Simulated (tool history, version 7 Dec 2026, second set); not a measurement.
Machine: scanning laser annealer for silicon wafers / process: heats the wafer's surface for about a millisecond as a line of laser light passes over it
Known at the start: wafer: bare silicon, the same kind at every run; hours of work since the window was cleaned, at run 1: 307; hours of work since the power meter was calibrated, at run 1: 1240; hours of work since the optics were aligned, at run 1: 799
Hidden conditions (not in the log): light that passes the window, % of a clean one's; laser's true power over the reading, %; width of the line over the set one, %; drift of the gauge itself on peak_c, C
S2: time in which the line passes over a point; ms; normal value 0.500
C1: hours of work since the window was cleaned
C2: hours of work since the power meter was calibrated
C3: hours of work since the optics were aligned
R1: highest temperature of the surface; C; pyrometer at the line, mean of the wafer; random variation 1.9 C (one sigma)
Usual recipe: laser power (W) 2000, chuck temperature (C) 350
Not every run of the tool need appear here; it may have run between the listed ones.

Run 1, hour 0.0: usual settings; C1 307; C2 1240; C3 799. Result: R1 1174 C.
Run 2, hour 31.4: usual settings; C1 328; C2 1261; C3 820. Result: R1 1169 C.
Run 3, hour 58.9: usual settings but laser power (W) 2174; C1 346; C2 1279; C3 838. Result: R1 1248 C.
Run 4, hour 111.6: usual settings but laser power (W) 2174; C1 381; C2 1314; C3 873. Result: R1 1244 C.
At hour 117.0: window over the wafer cleaned.
Run 5, hour 142.8: usual settings but laser power (W) 1960; C1 17; C2 1333; C3 892. Result: R1 1170 C.
Run 6, hour 188.1: usual settings; C1 47; C2 1363; C3 922. Result: R1 1186 C.
Run 7, hour 224.8: usual settings; C1 71; C2 1387; C3 946. Result: R1 1183 C.
Run 8, hour 262.8: usual settings; C1 97; C2 1413; C3 971. Result: R1 1182 C.
Run 9, hour 307.2: usual settings but S2 0.385 ms; C1 126; C2 1442; C3 1001. Result: R1 1060 C.
Run 10, hour 336.7: usual settings but S2 0.385 ms; C1 146; C2 1462; C3 1020. Result: R1 1060 C.
Run 11, hour 366.9: usual settings but S2 0.385 ms; C1 165; C2 1481; C3 1040. Result: R1 1059 C.
Run 12, hour 398.3: usual settings but S2 0.385 ms; C1 186; C2 1502; C3 1061. Result: R1 1057 C.
Run 13, hour 434.9: usual settings but S2 0.385 ms; C1 211; C2 1527; C3 1085. Result: R1 1056 C.
Run 14, hour 470.7: usual settings but S2 0.385 ms; C1 234; C2 1550; C3 1109. Result: R1 1056 C.
Run 15, hour 506.2: usual settings but S2 0.554 ms; C1 258; C2 1574; C3 1133. Result: R1 1226 C.
Run 16, hour 549.4: usual settings but laser power (W) 2147, S2 0.588 ms; C1 286; C2 1602; C3 1161. Result: R1 1325 C.
Run 17, hour 594.5: usual settings but laser power (W) 2147, S2 0.588 ms; C1 316; C2 1632; C3 1191. Result: R1 1323 C.
Run 18, hour 636.3: usual settings but laser power (W) 1851, S2 0.502 ms, chuck temperature (C) 324; C1 344; C2 1660; C3 1219. Result: R1 1079 C.
Run 19, hour 688.6: usual settings but S2 0.615 ms, chuck temperature (C) 386; C1 379; C2 1695; C3 1253. Result: R1 1313 C.
At hour 697.7: window over the wafer cleaned.
Run 20, hour 740.3: usual settings but laser power (W) 2164, S2 0.471 ms, chuck temperature (C) 387; C1 28; C2 1728; C3 1286. Result: R1 1259 C.
Run 21, hour 789.7: usual settings but S2 0.509 ms, chuck temperature (C) 389; C1 61; C2 1760; C3 1319. Result: R1 1231 C.
Run 22, hour 813.5: usual settings but S2 0.509 ms, chuck temperature (C) 389; C1 77; C2 1776; C3 1335. Result: R1 1230 C.
Run 23, hour 849.1: usual settings but S2 0.509 ms, chuck temperature (C) 389; C1 100; C2 1800; C3 1358. Result: R1 1227 C.
Run 24, hour 895.1: usual settings but S2 0.354 ms, chuck temperature (C) 339; C1 131; C2 1830; C3 1389. Result: R1 1015 C.
Run 25, hour 935.5: usual settings but S2 0.378 ms, chuck temperature (C) 372; C1 158; C2 1857; C3 1416. Result: R1 1074 C.
Run 26, hour 987.8: usual settings but laser power (W) 2052, S2 0.606 ms, chuck temperature (C) 324; C1 192; C2 1891; C3 1450. Result: R1 1276 C.
Run 27, hour 1040.9: usual settings but laser power (W) 2077, S2 0.542 ms; C1 227; C2 1927; C3 1486. Result: R1 1250 C.
Run 28, hour 1088.8: usual settings but laser power (W) 2077, S2 0.542 ms; C1 259; C2 1958; C3 1517. Result: R1 1246 C.
Run 29, hour 1120.2: usual settings but chuck temperature (C) 314; C1 280; C2 1979; C3 1538. Result: R1 1131 C.

Each row is a separate what-if for the run after 29, all from the same tool condition, not one after another. Results?
Run A, hour 1157.2: usual settings but S2 0.411 ms; C1 304; C2 2004; C3 1563. Result: R1 ?.
Run B, hour 1157.2: usual settings but laser power (W) 1989, S2 0.588 ms; C1 304; C2 2004; C3 1563. Result: R1 ?.
Run C, hour 1157.2: usual settings but laser power (W) 2160, S2 0.419 ms, chuck temperature (C) 337; C1 304; C2 2004; C3 1563. Result: R1 ?.
Run D, hour 1157.2: usual settings but laser power (W) 2073, chuck temperature (C) 314; C1 304; C2 2004; C3 1563. Result: R1 ?.
Run E, hour 1157.2: usual settings but laser power (W) 1794; C1 304; C2 2004; C3 1563. Result: R1 ?.

run    R1
  A  1078
  B  1248
  C  1135
  D  1167
  E  1082
What these runs would have given with no unlogged condition in the tool:
run    R1
  A  1100
  B  1274
  C  1159
  D  1192
  E  1103
